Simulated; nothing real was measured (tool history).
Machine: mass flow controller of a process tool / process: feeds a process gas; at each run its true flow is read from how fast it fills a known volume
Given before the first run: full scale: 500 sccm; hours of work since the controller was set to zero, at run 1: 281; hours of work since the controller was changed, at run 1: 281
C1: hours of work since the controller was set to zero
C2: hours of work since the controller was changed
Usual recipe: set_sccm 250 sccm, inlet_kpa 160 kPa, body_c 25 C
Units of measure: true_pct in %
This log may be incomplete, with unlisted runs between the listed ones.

{"run": 1, "hour": 0.0, "set_sccm": 250, "inlet_kpa": 160, "body_c": 25, "C1": 281, "C2": 281, "true_pct": 99.45}
{"run": 2, "hour": 254.2, "set_sccm": 250, "inlet_kpa": 160, "body_c": 33, "C1": 412, "C2": 412, "true_pct": 99.15}
{"run": 3, "hour": 451.6, "set_sccm": 250, "inlet_kpa": 160, "body_c": 33, "C1": 513, "C2": 513, "true_pct": 99.24}
{"run": 4, "hour": 693.2, "set_sccm": 250, "inlet_kpa": 160, "body_c": 33, "C1": 637, "C2": 637, "true_pct": 99.34}
{"run": 5, "hour": 802.1, "set_sccm": 250, "inlet_kpa": 160, "body_c": 24, "C1": 693, "C2": 693, "true_pct": 99.89}
{"run": 6, "hour": 989.6, "set_sccm": 250, "inlet_kpa": 160, "body_c": 25, "C1": 789, "C2": 789, "true_pct": 99.93}
{"run": 7, "hour": 1195.2, "set_sccm": 250, "inlet_kpa": 160, "body_c": 25, "C1": 895, "C2": 895, "true_pct": 99.87}
{"run": 8, "hour": 1399.6, "set_sccm": 250, "inlet_kpa": 160, "body_c": 25, "C1": 1000, "C2": 1000, "true_pct": 99.92}
{"run": 9, "hour": 1605.8, "set_sccm": 194, "inlet_kpa": 146, "body_c": 25, "C1": 1106, "C2": 1106, "true_pct": 100.0}
{"run": 10, "hour": 1760.2, "set_sccm": 81, "inlet_kpa": 146, "body_c": 39, "C1": 1185, "C2": 1185, "true_pct": 99.28}
{"run": 11, "hour": 1913.6, "set_sccm": 141, "inlet_kpa": 160, "body_c": 39, "C1": 1264, "C2": 1264, "true_pct": 99.2}
{"run": 12, "hour": 2037.9, "set_sccm": 162, "inlet_kpa": 214, "body_c": 25, "C1": 1327, "C2": 1327, "true_pct": 100.16}
{"run": 13, "hour": 2256.4, "set_sccm": 76, "inlet_kpa": 269, "body_c": 25, "C1": 1440, "C2": 1440, "true_pct": 99.98}
{"run": 14, "hour": 2502.5, "set_sccm": 462, "inlet_kpa": 195, "body_c": 26, "C1": 1566, "C2": 1566, "true_pct": 100.77}
{"run": 15, "hour": 2762.9, "set_sccm": 462, "inlet_kpa": 195, "body_c": 26, "C1": 1700, "C2": 1700, "true_pct": 100.9}
{"run": 16, "hour": 2990.2, "set_sccm": 250, "inlet_kpa": 160, "body_c": 24, "C1": 1816, "C2": 1816, "true_pct": 100.64}

Pick out some run-to-run changes in true_pct. Of each, how much would a tool without hidden state show as well, from the settings, what came in and chance, and how much is left for the hidden state and any gauge scatter not in both results compared?
What the log doesn't record here: flow at rest that the sensor doesn't see, % of full scale; true flow over the shown one, %; drift of the gauge itself on true_pct, %.
Run 1 -> 2: body_c 25 -> 33. true_pct -0.30 %: hidden state +0.10, all else -0.40.
Run 11 -> 12: set_sccm 141 -> 162, inlet_kpa 160 -> 214, body_c 39 -> 25. true_pct +0.96 %: hidden state +0.06, all else +0.90.
